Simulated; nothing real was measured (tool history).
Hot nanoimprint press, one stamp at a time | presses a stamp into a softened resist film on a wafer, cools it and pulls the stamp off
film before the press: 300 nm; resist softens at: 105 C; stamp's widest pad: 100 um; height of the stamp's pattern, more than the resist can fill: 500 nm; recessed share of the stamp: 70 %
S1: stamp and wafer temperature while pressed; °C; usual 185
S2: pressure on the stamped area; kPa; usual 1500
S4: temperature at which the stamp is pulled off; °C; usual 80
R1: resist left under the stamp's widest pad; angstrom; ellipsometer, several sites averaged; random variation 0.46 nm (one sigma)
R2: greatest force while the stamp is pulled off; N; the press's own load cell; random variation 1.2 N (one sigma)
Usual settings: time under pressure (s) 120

{"run": 1, "day": 0.0, "S1": 185, "S2": 1500, "time under pressure (s)": 120, "S4": 80, "R1": 1598, "R2": 108}
{"run": 2, "day": 0.383, "S1": 185, "S2": 1500, "time under pressure (s)": 120, "S4": 80, "R1": 1605, "R2": 109}
{"run": 3, "day": 0.617, "S1": 185, "S2": 1500, "time under pressure (s)": 120, "S4": 80, "R1": 1593, "R2": 109}
{"run": 4, "day": 1.012, "S1": 185, "S2": 1500, "time under pressure (s)": 120, "S4": 80, "R1": 1598, "R2": 112}
{"run": 5, "day": 1.229, "S1": 185, "S2": 1500, "time under pressure (s)": 69, "S4": 80, "R1": 1904, "R2": 114}
{"day": 1.754, "done": "stamp cleaned and given a new release coat"}
{"run": 6, "day": 1.754, "S1": 185, "S2": 1500, "time under pressure (s)": 69, "S4": 80, "R1": 1913, "R2": 89}
{"run": 7, "day": 2.171, "S1": 185, "S2": 1500, "time under pressure (s)": 69, "S4": 80, "R1": 1907, "R2": 91}
{"run": 8, "day": 2.45, "S1": 185, "S2": 1500, "time under pressure (s)": 117, "S4": 80, "R1": 1604, "R2": 89}
{"run": 9, "day": 2.729, "S1": 193, "S2": 1500, "time under pressure (s)": 120, "S4": 80, "R1": 1128, "R2": 93}
{"run": 10, "day": 3.192, "S1": 196, "S2": 1500, "time under pressure (s)": 120, "S4": 80, "R1": 987, "R2": 95}
{"run": 11, "day": 3.483, "S1": 178, "S2": 1500, "time under pressure (s)": 120, "S4": 80, "R1": 2065, "R2": 93}
{"day": 3.633, "done": "plate thermocouple calibrated"}
{"run": 12, "day": 4.108, "S1": 178, "S2": 1500, "time under pressure (s)": 120, "S4": 80, "R1": 2028, "R2": 96}
{"day": 4.621, "done": "plate thermocouple calibrated, once more"}
{"run": 13, "day": 4.704, "S1": 178, "S2": 1500, "time under pressure (s)": 120, "S4": 80, "R1": 2184, "R2": 103}
{"run": 14, "day": 4.967, "S1": 178, "S2": 1500, "time under pressure (s)": 120, "S4": 80, "R1": 2179, "R2": 101}
{"run": 15, "day": 5.246, "S1": 178, "S2": 1500, "time under pressure (s)": 120, "S4": 80, "R1": 2181, "R2": 104}
{"run": 16, "day": 5.617, "S1": 178, "S2": 1500, "time under pressure (s)": 120, "S4": 80, "R1": 2174, "R2": 106}
{"run": 17, "day": 5.825, "S1": 185, "S2": 1500, "time under pressure (s)": 120, "S4": 78, "R1": 1707, "R2": 113}
{"run": 18, "day": 6.288, "S1": 190, "S2": 1210, "time under pressure (s)": 198, "S4": 81, "R1": 1245, "R2": 108}
{"run": 19, "day": 6.542, "S1": 190, "S2": 1210, "time under pressure (s)": 198, "S4": 81, "R1": 1244, "R2": 108}
{"run": 20, "day": 7.029, "S1": 190, "S2": 1210, "time under pressure (s)": 198, "S4": 81, "R1": 1235, "R2": 107}
{"run": 21, "day": 7.333, "S1": 189, "S2": 1220, "time under pressure (s)": 120, "S4": 80, "R1": 1561, "R2": 112}
{"run": 22, "day": 7.642, "S1": 189, "S2": 1220, "time under pressure (s)": 120, "S4": 80, "R1": 1560, "R2": 113}
{"run": 23, "day": 7.933, "S1": 179, "S2": 1220, "time under pressure (s)": 120, "S4": 86, "R1": 2225, "R2": 95}
{"run": 24, "day": 8.225, "S1": 175, "S2": 1500, "time under pressure (s)": 78, "S4": 80, "R1": 2530, "R2": 116}
{"run": 25, "day": 8.725, "S1": 185, "S2": 1240, "time under pressure (s)": 202, "S4": 76, "R1": 1511, "R2": 128}
{"day": 9.267, "done": "stamp cleaned and given a new release coat"}
{"run": 26, "day": 9.354, "S1": 185, "S2": 1240, "time under pressure (s)": 185, "S4": 76, "R1": 1560, "R2": 102}
{"run": 27, "day": 9.683, "S1": 188, "S2": 2120, "time under pressure (s)": 120, "S4": 80, "R1": 1302, "R2": 94}
{"run": 28, "day": 10.092, "S1": 188, "S2": 2120, "time under pressure (s)": 120, "S4": 80, "R1": 1302, "R2": 97}

5 ways to go on from here, each from the tool as it stands after run 28. What would each give?
{"run": "A", "day": 10.312, "S1": 188, "S2": 2170, "time under pressure (s)": 220, "S4": 86, "R1": "?", "R2": "?"}
{"run": "B", "day": 10.312, "S1": 185, "S2": 1500, "time under pressure (s)": 156, "S4": 80, "R1": "?", "R2": "?"}
{"run": "C", "day": 10.312, "S1": 185, "S2": 950, "time under pressure (s)": 120, "S4": 80, "R1": "?", "R2": "?"}
{"run": "D", "day": 10.312, "S1": 180, "S2": 2020, "time under pressure (s)": 120, "S4": 80, "R1": "?", "R2": "?"}
{"run": "E", "day": 10.312, "S1": 188, "S2": 2120, "time under pressure (s)": 105, "S4": 80, "R1": "?", "R2": "?"}

run=A R1=999 R2=81
run=B R1=1538 R2=99
run=C R1=1953 R2=95
run=D R1=1857 R2=96
run=E R1=1363 R2=95
Without the tool's hidden state the same runs would have given:
run=A R1=997 R2=78
run=B R1=1542 R2=96
run=C R1=1961 R2=92
run=D R1=1857 R2=93
run=E R1=1360 R2=92
